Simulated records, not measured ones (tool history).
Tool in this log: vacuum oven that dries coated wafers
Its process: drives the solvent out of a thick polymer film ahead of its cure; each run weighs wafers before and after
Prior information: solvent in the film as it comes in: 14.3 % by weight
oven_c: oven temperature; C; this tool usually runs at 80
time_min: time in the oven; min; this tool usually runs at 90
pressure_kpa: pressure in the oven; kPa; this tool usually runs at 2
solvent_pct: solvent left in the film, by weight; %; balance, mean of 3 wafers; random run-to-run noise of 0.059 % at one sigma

run	day	oven_c	time_min	pressure_kpa	solvent_pct
1	0	80	90	2	3.03
2	0.408	80	90	2	2.94
3	1.254	80	90	2	2.91
4	1.796	84	90	2	2.51
5	2.242	80	90	6.45	8.22
6	2.971	80	90	6.45	8.45
7	3.525	91	90	2	1.86
8	3.904	91	99	1.67	1.47
9	4.429	70	83	6.36	12.46
10	5.15	80	90	1.14	1.9
11	5.7	69	60	7.38	14.51

3 options for the next run, each taken on its own from the tool as it stands now. Forecast them:
A	6.488	69	146	4.57	?
B	6.488	81	81	1.38	?
C	6.488	68	68	2.21	?

run	solvent_pct
A	9.37
B	2.25
C	6.69
What these runs would have given with no unlogged condition in the tool:
run	solvent_pct
A	9.71
B	2.27
C	6.91

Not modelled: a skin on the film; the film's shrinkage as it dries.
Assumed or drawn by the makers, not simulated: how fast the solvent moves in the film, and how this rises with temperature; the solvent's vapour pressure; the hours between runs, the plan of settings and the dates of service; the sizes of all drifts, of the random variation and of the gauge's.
